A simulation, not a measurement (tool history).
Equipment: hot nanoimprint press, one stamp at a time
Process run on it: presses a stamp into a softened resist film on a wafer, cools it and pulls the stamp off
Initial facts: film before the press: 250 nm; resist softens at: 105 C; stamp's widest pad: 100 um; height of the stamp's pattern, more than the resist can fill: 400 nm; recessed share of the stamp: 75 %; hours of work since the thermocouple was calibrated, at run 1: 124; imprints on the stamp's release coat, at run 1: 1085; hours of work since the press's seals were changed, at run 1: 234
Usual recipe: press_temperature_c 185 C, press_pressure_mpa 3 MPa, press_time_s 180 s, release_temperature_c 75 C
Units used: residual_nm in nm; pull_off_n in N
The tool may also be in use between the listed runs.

run,day,press_temperature_c,press_pressure_mpa,press_time_s,release_temperature_c,hours of work since the thermocouple was calibrated,imprints on the stamp's release coat,hours of work since the press's seals were changed,residual_nm,pull_off_n
1,0,185,3,180,75,124,1085,234,138.7,216
2,0.438,185,3,180,75,130,1103,240,137.9,219
3,0.8,185,3,180,75,135,1119,245,138.3,218
4,1.046,175,3,180,75,138,1129,248,166.7,225
# day 1.204: plate thermocouple calibrated
5,1.558,175,3,180,75,5,1145,254,168.1,220
6,1.962,175,3,180,75,10,1162,259,168,219
7,2.404,193,3.32,283,80,16,1181,265,95.6,200
# day 2.75: plate thermocouple calibrated, once more
8,2.875,187,3,96,64,2,1195,270,160.3,287
9,3.125,179,3,275,64,5,1206,273,137.7,282
10,3.483,173,2.2,180,76,10,1220,278,193.7,222

5 ways to go on from here, each from the tool as it stands after run 10. What would each give?
A,3.858,173,3.72,180,76,15,1236,283,?,?
B,3.858,185,2.24,115,61,15,1236,283,?,?
C,3.858,183,3.12,180,76,15,1236,283,?,?
D,3.858,178,4.15,180,76,15,1236,283,?,?
E,3.858,173,3.88,180,76,15,1236,283,?,?

run,residual_nm,pull_off_n
A,159.9,218
B,176.9,313
C,141.5,225
D,136.9,221
E,157,220
Take away the tool's hidden state, keep each run's random variation, and the runs would have read:
run,residual_nm,pull_off_n
A,158.5,153
B,176.1,221
C,140.3,159
D,135.3,156
E,155.5,155

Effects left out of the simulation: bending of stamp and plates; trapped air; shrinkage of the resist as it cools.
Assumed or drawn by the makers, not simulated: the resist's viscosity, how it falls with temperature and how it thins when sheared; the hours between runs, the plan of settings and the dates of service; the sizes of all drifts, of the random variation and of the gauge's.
